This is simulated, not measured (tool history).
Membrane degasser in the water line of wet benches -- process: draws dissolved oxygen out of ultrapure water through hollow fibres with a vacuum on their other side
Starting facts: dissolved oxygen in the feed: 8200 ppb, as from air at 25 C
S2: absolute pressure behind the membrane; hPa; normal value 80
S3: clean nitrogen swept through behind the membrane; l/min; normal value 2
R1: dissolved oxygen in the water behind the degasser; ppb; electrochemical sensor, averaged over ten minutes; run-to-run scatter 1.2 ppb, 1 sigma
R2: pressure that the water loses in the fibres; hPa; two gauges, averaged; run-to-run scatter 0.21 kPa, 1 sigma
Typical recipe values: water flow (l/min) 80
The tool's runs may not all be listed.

{"run": 1, "hour": 0.0, "water flow (l/min)": 80, "S2": 80, "S3": 2, "R1": 409.2, "R2": 580.5}
{"run": 2, "hour": 112.3, "water flow (l/min)": 80, "S2": 105.2, "S3": 2, "R1": 594.6, "R2": 582.3}
{"run": 3, "hour": 271.4, "water flow (l/min)": 80, "S2": 105.2, "S3": 2, "R1": 593.4, "R2": 582}
{"run": 4, "hour": 390.1, "water flow (l/min)": 80, "S2": 80, "S3": 2, "R1": 408.6, "R2": 588.5}
{"run": 5, "hour": 494.8, "water flow (l/min)": 80, "S2": 80, "S3": 2, "R1": 409.7, "R2": 583.4}
{"run": 6, "hour": 605.1, "water flow (l/min)": 80, "S2": 80, "S3": 2, "R1": 409.8, "R2": 587.4}
{"run": 7, "hour": 756.9, "water flow (l/min)": 53, "S2": 80, "S3": 2, "R1": 282, "R2": 386.7}
{"run": 8, "hour": 868.9, "water flow (l/min)": 53, "S2": 80, "S3": 2, "R1": 282.2, "R2": 388.9}
{"run": 9, "hour": 1001.5, "water flow (l/min)": 53, "S2": 80, "S3": 2, "R1": 284, "R2": 388.2}
{"run": 10, "hour": 1148.7, "water flow (l/min)": 80, "S2": 80, "S3": 2, "R1": 414.4, "R2": 589.4}
{"run": 11, "hour": 1279.3, "water flow (l/min)": 91, "S2": 80, "S3": 2, "R1": 464.2, "R2": 666.9}
{"run": 12, "hour": 1436.1, "water flow (l/min)": 91, "S2": 80, "S3": 2, "R1": 463, "R2": 668.7}
{"run": 13, "hour": 1552.5, "water flow (l/min)": 91, "S2": 80, "S3": 2, "R1": 464.4, "R2": 666.4}
{"run": 14, "hour": 1654.5, "water flow (l/min)": 80, "S2": 80, "S3": 2, "R1": 415.3, "R2": 588}
{"run": 15, "hour": 1796.6, "water flow (l/min)": 80, "S2": 81.4, "S3": 2, "R1": 423.4, "R2": 585.3}
{"hour": 1806.4, "done": "vacuum gauge calibrated"}
{"run": 16, "hour": 1913.4, "water flow (l/min)": 80, "S2": 90.9, "S3": 2, "R1": 496.3, "R2": 585.2}
{"run": 17, "hour": 1995.8, "water flow (l/min)": 114, "S2": 116.8, "S3": 2.08, "R1": 888, "R2": 835}
{"run": 18, "hour": 2069.5, "water flow (l/min)": 114, "S2": 116.8, "S3": 2.08, "R1": 885.4, "R2": 834}
{"run": 19, "hour": 2176.5, "water flow (l/min)": 90, "S2": 61.2, "S3": 4.19, "R1": 192.9, "R2": 659.4}
{"run": 20, "hour": 2268.8, "water flow (l/min)": 52, "S2": 78.5, "S3": 2, "R1": 276.8, "R2": 381}
{"run": 21, "hour": 2383.1, "water flow (l/min)": 52, "S2": 68.7, "S3": 2.97, "R1": 162.9, "R2": 383.8}
{"run": 22, "hour": 2542.7, "water flow (l/min)": 52, "S2": 57.2, "S3": 1.39, "R1": 213.5, "R2": 381}
{"hour": 2626.1, "done": "vacuum gauge calibrated, once more"}
{"run": 23, "hour": 2669.5, "water flow (l/min)": 80, "S2": 80, "S3": 1.14, "R1": 587.6, "R2": 587.8}
{"run": 24, "hour": 2827.2, "water flow (l/min)": 80, "S2": 80, "S3": 1.14, "R1": 590.1, "R2": 586}
{"run": 25, "hour": 2927.1, "water flow (l/min)": 80, "S2": 80, "S3": 1.14, "R1": 589.8, "R2": 586.4}
{"run": 26, "hour": 3079.7, "water flow (l/min)": 80, "S2": 80, "S3": 1.14, "R1": 588, "R2": 589}
{"run": 27, "hour": 3148.7, "water flow (l/min)": 80, "S2": 80, "S3": 4.08, "R1": 241.1, "R2": 590}
{"run": 28, "hour": 3215.1, "water flow (l/min)": 80, "S2": 80, "S3": 4.08, "R1": 242.4, "R2": 587}
{"run": 29, "hour": 3305.0, "water flow (l/min)": 80, "S2": 124.1, "S3": 1.5, "R1": 877.3, "R2": 588.3}
{"run": 30, "hour": 3383.7, "water flow (l/min)": 80, "S2": 124.1, "S3": 1.5, "R1": 883.3, "R2": 587.6}
{"run": 31, "hour": 3460.8, "water flow (l/min)": 80, "S2": 124.1, "S3": 1.5, "R1": 879.3, "R2": 585.3}

Here are 3 independent what-if runs from the current tool condition. What would each one return?
{"run": "A", "hour": 3562.5, "water flow (l/min)": 80, "S2": 178.6, "S3": 1.5, "R1": "?", "R2": "?"}
{"run": "B", "hour": 3562.5, "water flow (l/min)": 102, "S2": 160.8, "S3": 1.5, "R1": "?", "R2": "?"}
{"run": "C", "hour": 3562.5, "water flow (l/min)": 51, "S2": 56.8, "S3": 1.66, "R1": "?", "R2": "?"}

run=A R1=1323 R2=592.9
run=B R1=1396.7 R2=751.4
run=C R1=169.2 R2=377.4
Without the tool's hidden state the same runs would have given:
run=A R1=1320.1 R2=579.7
run=B R1=1392.7 R2=734.7
run=C R1=167.5 R2=369.1

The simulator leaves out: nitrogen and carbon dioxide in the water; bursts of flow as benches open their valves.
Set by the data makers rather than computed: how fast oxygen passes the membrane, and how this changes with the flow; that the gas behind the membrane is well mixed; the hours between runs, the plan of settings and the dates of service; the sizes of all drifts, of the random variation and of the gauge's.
